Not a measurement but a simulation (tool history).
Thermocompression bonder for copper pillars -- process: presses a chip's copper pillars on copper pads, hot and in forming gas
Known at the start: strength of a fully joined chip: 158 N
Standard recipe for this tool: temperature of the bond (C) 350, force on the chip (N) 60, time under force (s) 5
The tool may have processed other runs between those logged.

run	hour	temperature of the bond (C)	force on the chip (N)	time under force (s)	force that shears a chip off (N)
1	0.0	350	60	5	99.3
2	17.5	350	60	5	99.3
3	27.6	350	60	5	100.0
4	47.2	350	60	5	98.8
5	62.6	350	60	5	98.3
6	82.5	350	60	5	99.2
7	103.4	350	60	9	115.3

Run 8 is up next; what results do you expect?
8	115.9	350	60	9	?

{"run 8": {"force that shears a chip off (N)": 115.8}}
If the tool had no hidden condition, the same run with the same run-to-run variation would have returned force that shears a chip off (N) 116.7.
